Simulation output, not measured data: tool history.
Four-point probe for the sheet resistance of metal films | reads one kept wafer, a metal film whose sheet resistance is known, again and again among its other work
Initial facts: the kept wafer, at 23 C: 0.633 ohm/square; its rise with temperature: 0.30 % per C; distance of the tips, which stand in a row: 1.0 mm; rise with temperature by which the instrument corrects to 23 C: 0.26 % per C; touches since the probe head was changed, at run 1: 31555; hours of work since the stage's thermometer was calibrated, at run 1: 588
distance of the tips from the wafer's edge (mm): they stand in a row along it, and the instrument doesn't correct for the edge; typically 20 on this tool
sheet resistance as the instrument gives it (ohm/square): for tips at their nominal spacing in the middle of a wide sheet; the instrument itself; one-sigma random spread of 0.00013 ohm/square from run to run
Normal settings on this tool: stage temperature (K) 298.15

| run | day | stage temperature (K) | distance of the tips from the wafer's edge (mm) | touches since the probe head was changed | hours of work since the stage's thermometer was calibrated | sheet resistance as the instrument gives it (ohm/square) |
|---|---|---|---|---|---|---|
| 1 | 0.000 | 298.15 | 20 | 31555 | 588 | 0.635274 |
| 2 | 1.038 | 298.15 | 20 | 32236 | 598 | 0.634995 |
| 3 | 2.183 | 298.15 | 20 | 32985 | 610 | 0.635150 |
| 4 | 2.708 | 298.15 | 20 | 33329 | 616 | 0.635164 |
| 5 | 3.900 | 298.15 | 9 | 34109 | 629 | 0.638516 |
| 6 | 5.062 | 298.15 | 9 | 34871 | 641 | 0.638200 |
| 7 | 5.858 | 298.15 | 9 | 35393 | 649 | 0.638425 |
| 8 | 7.050 | 306.15 | 20 | 36172 | 662 | 0.636774 |
| 9 | 8.221 | 298.15 | 20 | 36941 | 674 | 0.634996 |
| 10 | 8.896 | 298.15 | 20 | 37382 | 681 | 0.634998 |
| 11 | 10.025 | 298.15 | 12 | 38121 | 693 | 0.636232 |
| 12 | 10.958 | 298.15 | 12 | 38732 | 703 | 0.636415 |
| 13 | 11.488 | 298.15 | 12 | 39080 | 708 | 0.636468 |
| 14 | 12.046 | 298.15 | 12 | 39444 | 714 | 0.636401 |
| 15 | 12.779 | 298.15 | 12 | 39926 | 722 | 0.636496 |
| 16 | 13.775 | 298.15 | 12 | 40577 | 732 | 0.636301 |
| 17 | 14.683 | 298.15 | 12 | 41173 | 742 | 0.636248 |
| 18 | 15.196 | 298.15 | 12 | 41510 | 747 | 0.636247 |
| 19 | 16.254 | 298.15 | 12 | 42203 | 758 | 0.636602 |
| 20 | 16.771 | 302.15 | 12 | 42541 | 764 | 0.637147 |
| 21 | 17.350 | 302.15 | 12 | 42920 | 770 | 0.636950 |
| 22 | 18.129 | 302.15 | 12 | 43429 | 778 | 0.637362 |
| 23 | 18.950 | 293.15 | 12 | 43967 | 787 | 0.635073 |
| 24 | 19.862 | 295.15 | 14 | 44566 | 796 | 0.635092 |
| 25 | 21.054 | 302.15 | 6 | 45346 | 809 | 0.644121 |
| 26 | 21.625 | 302.15 | 6 | 45719 | 815 | 0.644123 |
| 27 | 22.758 | 293.15 | 56 | 46462 | 827 | 0.632581 |
| 28 | 23.783 | 305.15 | 26 | 47133 | 837 | 0.635743 |
| 29 | 24.517 | 296.15 | 6 | 47614 | 845 | 0.642716 |
| 30 | 25.025 | 299.15 | 11 | 47947 | 851 | 0.636747 |
| 31 | 26.154 | 295.15 | 3 | 48686 | 862 | 0.668680 |
| 32 | 26.842 | 297.15 | 22 | 49136 | 870 | 0.634239 |
| 33 | 27.458 | 291.15 | 20 | 49540 | 876 | 0.632908 |
| 34 | 28.662 | 294.15 | 28 | 50330 | 889 | 0.633027 |
| 35 | 29.392 | 294.15 | 5 | 50806 | 896 | 0.645869 |
| 36 | 30.579 | 294.15 | 5 | 51585 | 909 | 0.646276 |
| 37 | 31.571 | 297.15 | 55 | 52234 | 919 | 0.633539 |
| 38 | 32.646 | 297.15 | 55 | 52939 | 931 | 0.633351 |
| 39 | 33.308 | 297.15 | 55 | 53373 | 938 | 0.633594 |
| 40 | 34.362 | 291.15 | 68 | 54063 | 949 | 0.631997 |
| 41 | 34.888 | 291.15 | 68 | 54406 | 954 | 0.631764 |
| 42 | 35.408 | 291.15 | 68 | 54749 | 960 | 0.631811 |
| 43 | 36.292 | 291.15 | 5 | 55328 | 969 | 0.645316 |
| 44 | 36.858 | 293.15 | 61 | 55697 | 975 | 0.632538 |
| 45 | 37.854 | 305.15 | 20 | 56351 | 985 | 0.635872 |
| 46 | 39.075 | 292.15 | 7 | 57151 | 998 | 0.638736 |

Here are 3 independent what-if runs from the current tool condition. What would each one return?
| A | 39.904 | 298.15 | 19 | 57692 | 1007 | ? |
| B | 39.904 | 298.15 | 7 | 57692 | 1007 | ? |
| C | 39.904 | 306.15 | 3 | 57692 | 1007 | ? |

| run | sheet resistance as the instrument gives it (ohm/square) |
|---|---|
| A | 0.634292 |
| B | 0.640156 |
| C | 0.670775 |
Without the tool's unlogged condition, the same runs would have read:
| run | sheet resistance as the instrument gives it (ohm/square) |
|---|---|
| A | 0.634432 |
| B | 0.640299 |
| C | 0.670916 |
